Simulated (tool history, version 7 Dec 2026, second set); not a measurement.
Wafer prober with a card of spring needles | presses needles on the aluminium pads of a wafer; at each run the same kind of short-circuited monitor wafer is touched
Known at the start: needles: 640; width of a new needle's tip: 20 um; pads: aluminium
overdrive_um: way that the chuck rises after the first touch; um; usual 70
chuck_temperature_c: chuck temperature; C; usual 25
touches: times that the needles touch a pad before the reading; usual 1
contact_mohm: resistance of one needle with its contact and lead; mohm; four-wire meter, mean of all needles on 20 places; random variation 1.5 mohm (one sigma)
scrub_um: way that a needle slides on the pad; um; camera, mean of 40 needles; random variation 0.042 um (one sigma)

Run 1, hour 0.0: usual settings. Result: contact_mohm 137 mohm, scrub_um 11.82 um.
Run 2, hour 10.9: usual settings but chuck_temperature_c 41 C. Result: contact_mohm 193 mohm, scrub_um 11.78 um.
At hour 15.2: tips cleaned on abrasive film.
Run 3, hour 26.6: usual settings but chuck_temperature_c 41 C. Result: contact_mohm 191 mohm, scrub_um 11.77 um.
At hour 31.5: tips cleaned on abrasive film.
Run 4, hour 33.9: usual settings but chuck_temperature_c 36 C. Result: contact_mohm 158 mohm, scrub_um 11.65 um.
At hour 46.7: tips cleaned on abrasive film.
Run 5, hour 50.6: usual settings but overdrive_um 55 um. Result: contact_mohm 187 mohm, scrub_um 9.17 um.
At hour 63.0: tips cleaned on abrasive film.
Run 6, hour 64.3: usual settings but overdrive_um 55 um. Result: contact_mohm 162 mohm, scrub_um 9.15 um.
Run 7, hour 72.5: usual settings but overdrive_um 55 um, chuck_temperature_c 106 C. Result: contact_mohm 229 mohm, scrub_um 9.08 um.
At hour 78.3: tips cleaned on abrasive film.
Run 8, hour 83.0: usual settings but overdrive_um 55 um, chuck_temperature_c 106 C. Result: contact_mohm 199 mohm, scrub_um 9.13 um.
At hour 93.5: tips cleaned on abrasive film.
Run 9, hour 95.9: usual settings but overdrive_um 55 um, chuck_temperature_c 106 C. Result: contact_mohm 183 mohm, scrub_um 9.10 um.
At hour 108.9: tips cleaned on abrasive film.
Run 10, hour 110.6: usual settings. Result: contact_mohm 156 mohm, scrub_um 11.72 um.
Run 11, hour 119.9: usual settings. Result: contact_mohm 198 mohm, scrub_um 11.63 um.
At hour 124.2: tips cleaned on abrasive film.
Run 12, hour 136.0: usual settings. Result: contact_mohm 197 mohm, scrub_um 11.62 um.
At hour 139.6: tips cleaned on abrasive film.
At hour 139.9: height of the first contact set anew.
Run 13, hour 149.9: usual settings but overdrive_um 50 um. Result: contact_mohm 245 mohm, scrub_um 8.61 um.
At hour 155.8: tips cleaned on abrasive film.
Run 14, hour 166.1: usual settings but overdrive_um 65 um. Result: contact_mohm 198 mohm, scrub_um 11.25 um.
At hour 170.9: tips cleaned on abrasive film.
Run 15, hour 175.6: usual settings but overdrive_um 65 um. Result: contact_mohm 176 mohm, scrub_um 11.16 um.
Run 16, hour 183.9: usual settings. Result: contact_mohm 198 mohm, scrub_um 12.05 um.
At hour 186.4: tips cleaned on abrasive film.
Run 17, hour 199.4: usual settings. Result: contact_mohm 195 mohm, scrub_um 11.97 um.
At hour 201.7: tips cleaned on abrasive film.
Run 18, hour 213.1: usual settings but chuck_temperature_c 30 C. Result: contact_mohm 195 mohm, scrub_um 12.05 um.
At hour 217.7: tips cleaned on abrasive film.
Run 19, hour 229.1: usual settings but overdrive_um 75 um, chuck_temperature_c 93 C. Result: contact_mohm 193 mohm, scrub_um 12.94 um.
At hour 232.9: tips cleaned on abrasive film.
Run 20, hour 237.3: usual settings but overdrive_um 71 um, chuck_temperature_c 93 C. Result: contact_mohm 176 mohm, scrub_um 12.14 um.
At hour 248.4: tips cleaned on abrasive film.
Run 21, hour 251.6: usual settings but overdrive_um 58 um, chuck_temperature_c 91 C. Result: contact_mohm 181 mohm, scrub_um 9.94 um.
At hour 263.9: tips cleaned on abrasive film.
Run 22, hour 267.5: usual settings but overdrive_um 80 um. Result: contact_mohm 157 mohm, scrub_um 13.75 um.
Run 23, hour 278.0: usual settings but overdrive_um 71 um, touches 2. Result: contact_mohm 175 mohm, scrub_um 12.08 um.
At hour 279.4: tips cleaned on abrasive film.
Run 24, hour 291.5: usual settings but overdrive_um 71 um, touches 2. Result: contact_mohm 174 mohm, scrub_um 12.11 um.
At hour 294.7: tips cleaned on abrasive film.
Run 25, hour 306.6: usual settings but overdrive_um 71 um, touches 2. Result: contact_mohm 169 mohm, scrub_um 12.11 um.
At hour 310.1: tips cleaned on abrasive film.
Run 26, hour 322.4: usual settings but overdrive_um 71 um, touches 2. Result: contact_mohm 170 mohm, scrub_um 12.04 um.
At hour 325.4: tips cleaned on abrasive film.
Run 27, hour 336.1: usual settings but overdrive_um 64 um, chuck_temperature_c 87 C, touches 2. Result: contact_mohm 186 mohm, scrub_um 10.84 um.
At hour 341.4: tips cleaned on abrasive film.
Run 28, hour 345.8: usual settings but touches 2. Result: contact_mohm 154 mohm, scrub_um 11.85 um.
Run 29, hour 354.3: usual settings but overdrive_um 55 um, chuck_temperature_c 42 C, touches 2. Result: contact_mohm 200 mohm, scrub_um 9.30 um.
At hour 356.8: tips cleaned on abrasive film.
Run 30, hour 369.7: usual settings but overdrive_um 55 um, chuck_temperature_c 42 C, touches 2. Result: contact_mohm 204 mohm, scrub_um 9.21 um.
At hour 372.6: tips cleaned on abrasive film.
Run 31, hour 380.9: usual settings but overdrive_um 65 um, chuck_temperature_c 63 C, touches 3. Result: contact_mohm 161 mohm, scrub_um 10.99 um.
At hour 387.9: tips cleaned on abrasive film.
Run 32, hour 393.5: usual settings but overdrive_um 61 um, chuck_temperature_c 59 C. Result: contact_mohm 200 mohm, scrub_um 10.25 um.
At hour 403.0: tips cleaned on abrasive film.
Run 33, hour 403.0: usual settings but overdrive_um 61 um, chuck_temperature_c 59 C. Result: contact_mohm 152 mohm, scrub_um 10.28 um.

Hidden state or all else? Some run-to-run changes of contact_mohm, split into what the settings, what came in and random variation would give without the hidden state, and what is left for the hidden state (with any gauge scatter that isn't in both results):
The hidden state here: debris on the tips, nm; way that the needles fall short of the set height, um; tips' diameter, um; drift of the gauge itself on contact_mohm, %; drift of the gauge itself on scrub_um, %.
Run 1 -> 2: chuck_temperature_c 25 -> 41. contact_mohm +56 mohm: hidden state +52, all else +4.
Run 6 -> 7: chuck_temperature_c 25 -> 106. contact_mohm +67 mohm: hidden state +50, all else +17.
Run 12 -> 13: overdrive_um 70 -> 50, tips cleaned on abrasive film, height of the first contact set anew. contact_mohm +48 mohm: hidden state +41, all else +7.
Run 32 -> 33: tips cleaned on abrasive film. contact_mohm -48 mohm: hidden state -45, all else -3.

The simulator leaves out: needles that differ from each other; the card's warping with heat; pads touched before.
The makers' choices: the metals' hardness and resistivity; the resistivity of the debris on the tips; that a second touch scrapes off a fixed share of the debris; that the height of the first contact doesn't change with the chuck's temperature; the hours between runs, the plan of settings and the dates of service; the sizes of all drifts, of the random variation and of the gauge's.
